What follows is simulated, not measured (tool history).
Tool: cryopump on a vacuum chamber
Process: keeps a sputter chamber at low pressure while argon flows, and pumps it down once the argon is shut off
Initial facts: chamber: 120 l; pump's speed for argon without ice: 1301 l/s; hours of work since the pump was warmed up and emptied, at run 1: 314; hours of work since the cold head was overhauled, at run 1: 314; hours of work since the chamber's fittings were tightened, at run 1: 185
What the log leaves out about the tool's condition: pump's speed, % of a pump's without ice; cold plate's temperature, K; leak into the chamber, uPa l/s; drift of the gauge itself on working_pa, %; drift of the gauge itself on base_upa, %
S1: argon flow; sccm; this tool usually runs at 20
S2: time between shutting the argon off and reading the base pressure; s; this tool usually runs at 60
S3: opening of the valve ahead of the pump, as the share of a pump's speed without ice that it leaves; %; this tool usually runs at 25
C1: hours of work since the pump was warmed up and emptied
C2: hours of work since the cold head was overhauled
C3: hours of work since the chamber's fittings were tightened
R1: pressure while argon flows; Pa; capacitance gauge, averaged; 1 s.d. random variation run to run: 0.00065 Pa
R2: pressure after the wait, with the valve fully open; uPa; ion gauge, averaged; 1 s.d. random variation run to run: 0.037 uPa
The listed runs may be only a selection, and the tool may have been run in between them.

{"run": 1, "hour": 0.0, "S1": 20, "S2": 60, "S3": 25, "C1": 314, "C2": 314, "C3": 185, "R1": 0.1076, "R2": 2.13}
{"run": 2, "hour": 15.2, "S1": 20, "S2": 60, "S3": 25, "C1": 322, "C2": 322, "C3": 192, "R1": 0.1088, "R2": 2.19}
{"run": 3, "hour": 25.0, "S1": 20, "S2": 60, "S3": 25, "C1": 327, "C2": 327, "C3": 197, "R1": 0.1086, "R2": 2.1}
{"run": 4, "hour": 32.2, "S1": 20, "S2": 76, "S3": 25, "C1": 330, "C2": 330, "C3": 201, "R1": 0.1085, "R2": 1.78}
{"run": 5, "hour": 42.0, "S1": 20, "S2": 76, "S3": 25, "C1": 335, "C2": 335, "C3": 206, "R1": 0.1079, "R2": 1.77}
{"run": 6, "hour": 54.6, "S1": 20, "S2": 76, "S3": 25, "C1": 341, "C2": 341, "C3": 212, "R1": 0.1079, "R2": 1.77}
{"run": 7, "hour": 70.4, "S1": 20, "S2": 60, "S3": 16, "C1": 349, "C2": 349, "C3": 220, "R1": 0.1678, "R2": 2.2}
{"run": 8, "hour": 81.2, "S1": 20, "S2": 239, "S3": 25, "C1": 355, "C2": 355, "C3": 225, "R1": 0.1081, "R2": 0.81}
{"run": 9, "hour": 97.1, "S1": 20, "S2": 23, "S3": 25, "C1": 363, "C2": 363, "C3": 233, "R1": 0.1091, "R2": 5.26}
{"run": 10, "hour": 108.5, "S1": 13, "S2": 67, "S3": 44, "C1": 368, "C2": 368, "C3": 239, "R1": 0.042, "R2": 2.05}
{"run": 11, "hour": 125.1, "S1": 32, "S2": 165, "S3": 45, "C1": 377, "C2": 377, "C3": 248, "R1": 0.0995, "R2": 1.05}
{"run": 12, "hour": 137.4, "S1": 32, "S2": 124, "S3": 45, "C1": 383, "C2": 383, "C3": 254, "R1": 0.1015, "R2": 1.23}
{"run": 13, "hour": 144.9, "S1": 32, "S2": 124, "S3": 45, "C1": 387, "C2": 387, "C3": 257, "R1": 0.1004, "R2": 1.28}
{"run": 14, "hour": 161.5, "S1": 29, "S2": 60, "S3": 31, "C1": 395, "C2": 395, "C3": 266, "R1": 0.1292, "R2": 2.16}
{"run": 15, "hour": 172.0, "S1": 36, "S2": 64, "S3": 15, "C1": 400, "C2": 400, "C3": 271, "R1": 0.3213, "R2": 2.01}
{"run": 16, "hour": 180.5, "S1": 36, "S2": 64, "S3": 15, "C1": 405, "C2": 405, "C3": 275, "R1": 0.3227, "R2": 2.08}

Predict each of these 5 candidate next runs independently; none follows another, all start after run 16:
{"run": "A", "hour": 191.2, "S1": 36, "S2": 92, "S3": 46, "C1": 410, "C2": 410, "C3": 281, "R1": "?", "R2": "?"}
{"run": "B", "hour": 191.2, "S1": 20, "S2": 24, "S3": 25, "C1": 410, "C2": 410, "C3": 281, "R1": "?", "R2": "?"}
{"run": "C", "hour": 191.2, "S1": 20, "S2": 60, "S3": 23, "C1": 410, "C2": 410, "C3": 281, "R1": "?", "R2": "?"}
{"run": "D", "hour": 191.2, "S1": 10, "S2": 76, "S3": 15, "C1": 410, "C2": 410, "C3": 281, "R1": "?", "R2": "?"}
{"run": "E", "hour": 191.2, "S1": 36, "S2": 129, "S3": 20, "C1": 410, "C2": 410, "C3": 281, "R1": "?", "R2": "?"}

run=A R1=0.1134 R2=1.57
run=B R1=0.1102 R2=4.98
run=C R1=0.1191 R2=2.19
run=D R1=0.0893 R2=1.83
run=E R1=0.2447 R2=1.19
Stripped of hidden state, with their random variation kept, the same runs would have yielded:
run=A R1=0.1030 R2=1.43
run=B R1=0.1044 R2=4.84
run=C R1=0.1134 R2=2.05
run=D R1=0.0865 R2=1.68
run=E R1=0.2343 R2=1.05
